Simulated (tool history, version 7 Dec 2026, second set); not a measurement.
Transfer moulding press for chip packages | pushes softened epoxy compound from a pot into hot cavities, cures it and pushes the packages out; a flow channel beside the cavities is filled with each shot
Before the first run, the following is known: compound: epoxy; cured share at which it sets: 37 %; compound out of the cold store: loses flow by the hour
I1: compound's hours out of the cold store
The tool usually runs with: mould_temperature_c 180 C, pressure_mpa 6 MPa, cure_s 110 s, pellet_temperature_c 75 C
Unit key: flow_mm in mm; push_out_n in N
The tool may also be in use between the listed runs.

{"run": 1, "hour": 0.0, "mould_temperature_c": 180, "pressure_mpa": 6, "cure_s": 110, "pellet_temperature_c": 75, "I1": 28.5, "flow_mm": 533, "push_out_n": 422}
{"hour": 19.1, "done": "plunger's sealing rings changed"}
{"run": 2, "hour": 34.5, "mould_temperature_c": 180, "pressure_mpa": 6, "cure_s": 110, "pellet_temperature_c": 75, "I1": 19.2, "flow_mm": 598, "push_out_n": 504}
{"hour": 47.9, "done": "cavities cleaned with cleaning compound and waxed"}
{"run": 3, "hour": 51.1, "mould_temperature_c": 180, "pressure_mpa": 4.64, "cure_s": 110, "pellet_temperature_c": 75, "I1": 28.4, "flow_mm": 508, "push_out_n": 355}
{"run": 4, "hour": 74.7, "mould_temperature_c": 180, "pressure_mpa": 4.64, "cure_s": 110, "pellet_temperature_c": 75, "I1": 10, "flow_mm": 540, "push_out_n": 438}
{"run": 5, "hour": 106.9, "mould_temperature_c": 180, "pressure_mpa": 4.64, "cure_s": 110, "pellet_temperature_c": 75, "I1": 47.3, "flow_mm": 468, "push_out_n": 482}
{"run": 6, "hour": 125.2, "mould_temperature_c": 180, "pressure_mpa": 6.8, "cure_s": 110, "pellet_temperature_c": 75, "I1": 42.5, "flow_mm": 581, "push_out_n": 497}
{"hour": 133.7, "done": "cavities cleaned with cleaning compound and waxed"}
{"run": 7, "hour": 145.0, "mould_temperature_c": 180, "pressure_mpa": 6.8, "cure_s": 110, "pellet_temperature_c": 75, "I1": 26.1, "flow_mm": 606, "push_out_n": 400}
{"run": 8, "hour": 169.2, "mould_temperature_c": 180, "pressure_mpa": 6.8, "cure_s": 110, "pellet_temperature_c": 75, "I1": 29.5, "flow_mm": 590, "push_out_n": 440}
{"run": 9, "hour": 192.7, "mould_temperature_c": 180, "pressure_mpa": 6, "cure_s": 110, "pellet_temperature_c": 77, "I1": 42.9, "flow_mm": 527, "push_out_n": 479}
{"hour": 221.6, "done": "cavities cleaned with cleaning compound and waxed"}
{"run": 10, "hour": 226.1, "mould_temperature_c": 180, "pressure_mpa": 6, "cure_s": 110, "pellet_temperature_c": 66, "I1": 15.8, "flow_mm": 585, "push_out_n": 376}
{"run": 11, "hour": 243.3, "mould_temperature_c": 180, "pressure_mpa": 6, "cure_s": 110, "pellet_temperature_c": 66, "I1": 11.6, "flow_mm": 583, "push_out_n": 434}
{"run": 12, "hour": 269.3, "mould_temperature_c": 180, "pressure_mpa": 6, "cure_s": 110, "pellet_temperature_c": 66, "I1": 32.6, "flow_mm": 534, "push_out_n": 488}
{"run": 13, "hour": 300.6, "mould_temperature_c": 180, "pressure_mpa": 6, "cure_s": 110, "pellet_temperature_c": 66, "I1": 26.2, "flow_mm": 561, "push_out_n": 527}
{"hour": 307.8, "done": "cavities cleaned with cleaning compound and waxed"}
{"run": 14, "hour": 318.4, "mould_temperature_c": 180, "pressure_mpa": 6, "cure_s": 110, "pellet_temperature_c": 66, "I1": 31.8, "flow_mm": 541, "push_out_n": 372}
{"run": 15, "hour": 347.3, "mould_temperature_c": 188, "pressure_mpa": 7.28, "cure_s": 110, "pellet_temperature_c": 82, "I1": 12.4, "flow_mm": 589, "push_out_n": 368}
{"run": 16, "hour": 373.3, "mould_temperature_c": 174, "pressure_mpa": 6.49, "cure_s": 104, "pellet_temperature_c": 82, "I1": 33.6, "flow_mm": 573, "push_out_n": 778}
{"run": 17, "hour": 389.0, "mould_temperature_c": 180, "pressure_mpa": 5.06, "cure_s": 92, "pellet_temperature_c": 75, "I1": 35.6, "flow_mm": 472, "push_out_n": 661}
{"hour": 396.4, "done": "cavities cleaned with cleaning compound and waxed"}
{"run": 18, "hour": 413.9, "mould_temperature_c": 180, "pressure_mpa": 6, "cure_s": 106, "pellet_temperature_c": 72, "I1": 25.4, "flow_mm": 541, "push_out_n": 446}

For run 19, what comes out?
{"hour": 418.0, "done": "mould's thermocouples calibrated"}
{"hour": 425.4, "done": "plunger's sealing rings changed"}
{"run": 19, "hour": 434.3, "mould_temperature_c": 179, "pressure_mpa": 6, "cure_s": 110, "pellet_temperature_c": 75, "I1": 15.6, "flow_mm": "?", "push_out_n": "?"}

{"run 19": {"flow_mm": 613, "push_out_n": 494}}
Had the tool carried no hidden state, the very same run would have given flow_mm 608 mm, push_out_n 338 N.

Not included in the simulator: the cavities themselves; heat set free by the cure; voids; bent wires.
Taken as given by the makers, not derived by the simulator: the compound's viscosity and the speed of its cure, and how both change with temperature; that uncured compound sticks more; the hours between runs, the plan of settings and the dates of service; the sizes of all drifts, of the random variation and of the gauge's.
